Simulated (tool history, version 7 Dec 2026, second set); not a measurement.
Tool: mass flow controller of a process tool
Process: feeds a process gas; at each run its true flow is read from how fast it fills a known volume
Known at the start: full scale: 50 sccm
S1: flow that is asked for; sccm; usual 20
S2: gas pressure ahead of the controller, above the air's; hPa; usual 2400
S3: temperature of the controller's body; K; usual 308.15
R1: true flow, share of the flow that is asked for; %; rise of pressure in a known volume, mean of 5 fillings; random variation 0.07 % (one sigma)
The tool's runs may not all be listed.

run,day,S1,S2,S3,R1
1,0.000,20,2400,308.15,99.20
2,4.896,48,2400,308.15,100.89
3,9.904,20,2400,308.15,99.29
4,14.738,20,2400,296.15,98.64
5,20.133,20,2400,308.15,99.20
6,23.375,20,1980,308.15,98.94
7,29.179,20,1980,308.15,99.00
8,34.904,20,1980,308.15,98.93
9,39.392,20,1590,308.15,98.80
10,43.162,20,1960,308.15,98.93
11,46.046,20,2400,302.15,98.99
12,51.858,20,2400,308.15,99.37
13,56.592,18,1440,308.15,98.38
14,62.954,6,1600,308.15,96.90
15,68.417,20,2700,308.15,99.54
16,74.142,20,1450,307.15,98.59
# day 74.604: controller's zero set anew
17,78.717,32,2430,308.15,99.98
18,83.717,31,1680,306.15,99.27
19,89.204,40,1830,305.15,99.93
20,95.096,40,1830,305.15,99.99
21,98.279,20,2490,296.15,98.54
# day 99.642: controller's zero set anew, once more
22,104.271,23,2490,296.15,99.51
23,108.479,50,2400,308.15,101.45
24,113.517,50,2400,308.15,101.48

Forecast each of these 4 alternatives for the next run:
A,118.000,44,2400,308.15,?
B,118.000,20,2090,308.15,?
C,118.000,37,2400,308.15,?
D,118.000,39,1730,308.15,?

run,R1
A,101.29
B,99.62
C,100.70
D,100.39
Without the tool's hidden state the same runs would have given:
run,R1
A,100.59
B,98.98
C,100.02
D,99.70
